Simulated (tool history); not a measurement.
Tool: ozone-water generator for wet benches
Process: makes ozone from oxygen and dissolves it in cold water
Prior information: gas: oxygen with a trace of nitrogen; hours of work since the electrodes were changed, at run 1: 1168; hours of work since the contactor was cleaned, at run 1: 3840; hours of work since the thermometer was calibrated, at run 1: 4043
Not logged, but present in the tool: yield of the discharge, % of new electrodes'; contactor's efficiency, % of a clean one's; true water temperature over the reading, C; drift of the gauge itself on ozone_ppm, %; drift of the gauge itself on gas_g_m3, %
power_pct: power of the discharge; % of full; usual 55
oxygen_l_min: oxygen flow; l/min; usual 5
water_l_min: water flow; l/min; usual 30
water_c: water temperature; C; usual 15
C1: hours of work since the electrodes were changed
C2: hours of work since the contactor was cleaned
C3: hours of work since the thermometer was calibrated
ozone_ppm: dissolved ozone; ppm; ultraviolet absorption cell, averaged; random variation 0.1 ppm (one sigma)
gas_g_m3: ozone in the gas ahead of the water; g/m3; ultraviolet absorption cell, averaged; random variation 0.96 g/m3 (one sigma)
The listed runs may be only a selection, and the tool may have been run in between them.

Run 1, hour 0: usual settings; C1 1168; C2 3840; C3 4043. Result: ozone_ppm 15.7 ppm, gas_g_m3 166.7 g/m3.
Run 2, hour 29.2: usual settings; C1 1189; C2 3861; C3 4063. Result: ozone_ppm 15.7 ppm, gas_g_m3 166.8 g/m3.
Run 3, hour 71.2: usual settings but oxygen_l_min 3.7 l/min; C1 1218; C2 3890; C3 4093. Result: ozone_ppm 15.4 ppm, gas_g_m3 199.8 g/m3.
Run 4, hour 108.4: usual settings; C1 1244; C2 3917; C3 4119. Result: ozone_ppm 15.8 ppm, gas_g_m3 167 g/m3.
Run 5, hour 147.5: usual settings but water_l_min 37 l/min; C1 1272; C2 3944; C3 4146. Result: ozone_ppm 13.2 ppm, gas_g_m3 167.4 g/m3.
Run 6, hour 176.6: usual settings but water_l_min 37 l/min; C1 1292; C2 3964; C3 4167. Result: ozone_ppm 13.3 ppm, gas_g_m3 165.9 g/m3.
Run 7, hour 201.5: usual settings but water_l_min 37 l/min; C1 1310; C2 3982; C3 4184. Result: ozone_ppm 13.1 ppm, gas_g_m3 168.1 g/m3.
Run 8, hour 229.9: usual settings but water_l_min 37 l/min; C1 1330; C2 4002; C3 4204. Result: ozone_ppm 13.2 ppm, gas_g_m3 166.9 g/m3.
Run 9, hour 283.5: usual settings but water_l_min 37 l/min; C1 1367; C2 4040; C3 4242. Result: ozone_ppm 13.1 ppm, gas_g_m3 164.7 g/m3.
Run 10, hour 314.7: usual settings but water_l_min 37 l/min, water_c 9 C; C1 1389; C2 4061; C3 4264. Result: ozone_ppm 13.8 ppm, gas_g_m3 166.7 g/m3.
Run 11, hour 365.1: usual settings; C1 1425; C2 4097; C3 4299. Result: ozone_ppm 15.6 ppm, gas_g_m3 165.3 g/m3.
Run 12, hour 396.9: usual settings but water_c 11 C; C1 1447; C2 4119; C3 4322. Result: ozone_ppm 16.2 ppm, gas_g_m3 164.4 g/m3.
Run 13, hour 418.8: usual settings but water_c 11 C; C1 1462; C2 4135; C3 4337. Result: ozone_ppm 16.2 ppm, gas_g_m3 165.6 g/m3.
Run 14, hour 452.7: usual settings but water_l_min 32 l/min; C1 1486; C2 4158; C3 4361. Result: ozone_ppm 14.7 ppm, gas_g_m3 165.4 g/m3.
Run 15, hour 496.5: usual settings but water_l_min 32 l/min; C1 1517; C2 4189; C3 4391. Result: ozone_ppm 14.8 ppm, gas_g_m3 164.1 g/m3.
Run 16, hour 525.4: usual settings but power_pct 79 % of full, oxygen_l_min 5.5 l/min, water_l_min 19 l/min, water_c 16 C; C1 1537; C2 4209; C3 4412. Result: ozone_ppm 29 ppm, gas_g_m3 207.8 g/m3.
Run 17, hour 574.7: usual settings but power_pct 79 % of full, oxygen_l_min 4 l/min, water_l_min 19 l/min, water_c 16 C; C1 1572; C2 4244; C3 4446. Result: ozone_ppm 28.7 ppm, gas_g_m3 254.2 g/m3.
Run 18, hour 622.2: usual settings but power_pct 74 % of full, oxygen_l_min 4.45 l/min, water_l_min 26 l/min; C1 1605; C2 4277; C3 4480. Result: ozone_ppm 22.1 ppm, gas_g_m3 224.6 g/m3.
Run 19, hour 656.9: usual settings but power_pct 74 % of full, oxygen_l_min 4.45 l/min, water_l_min 26 l/min; C1 1630; C2 4302; C3 4504. Result: ozone_ppm 21.9 ppm, gas_g_m3 222.5 g/m3.
Run 20, hour 692.1: usual settings but power_pct 60 % of full, oxygen_l_min 5.48 l/min, water_l_min 26 l/min; C1 1654; C2 4327; C3 4529. Result: ozone_ppm 18.9 ppm, gas_g_m3 167.8 g/m3.
Run 21, hour 743.2: usual settings but power_pct 98 % of full, oxygen_l_min 2.73 l/min, water_l_min 46 l/min, water_c 20 C; C1 1690; C2 4362; C3 4565. Result: ozone_ppm 14.9 ppm, gas_g_m3 380.7 g/m3.
Run 22, hour 785.9: usual settings but power_pct 50 % of full, oxygen_l_min 7.3 l/min, water_l_min 19 l/min, water_c 20 C; C1 1720; C2 4392; C3 4595. Result: ozone_ppm 18.1 ppm, gas_g_m3 120.4 g/m3.
Run 23, hour 809.1: usual settings but oxygen_l_min 7.87 l/min, water_l_min 20 l/min; C1 1737; C2 4409; C3 4611. Result: ozone_ppm 20.2 ppm, gas_g_m3 124.2 g/m3.

Table of differences, measured result less the result of that run with no hidden state. Run-to-run variation is the same in both. Gauge scatter possibly is not:
run  ozone_ppm  gas_g_m3
  1       -0.6      -2.1
  2       -0.6      -2.1
  3       -0.6      -2.7
  4       -0.7      -2.3
  5       -0.6      -2.4
  6       -0.6      -2.4
  7       -0.6      -2.5
  8       -0.6      -2.5
  9       -0.6      -2.6
 10       -0.6      -2.7
 11       -0.7      -2.7
 12       -0.7      -2.8
 13       -0.8      -2.8
 14       -0.7      -2.8
 15       -0.7        -3
 16       -1.4      -5.1
 17       -1.5      -6.5
 18       -1.2      -5.6
 19       -1.2      -5.7
 20       -0.9      -3.6
 21       -0.9     -12.4
 22       -0.8      -2.2
 23         -1      -2.7
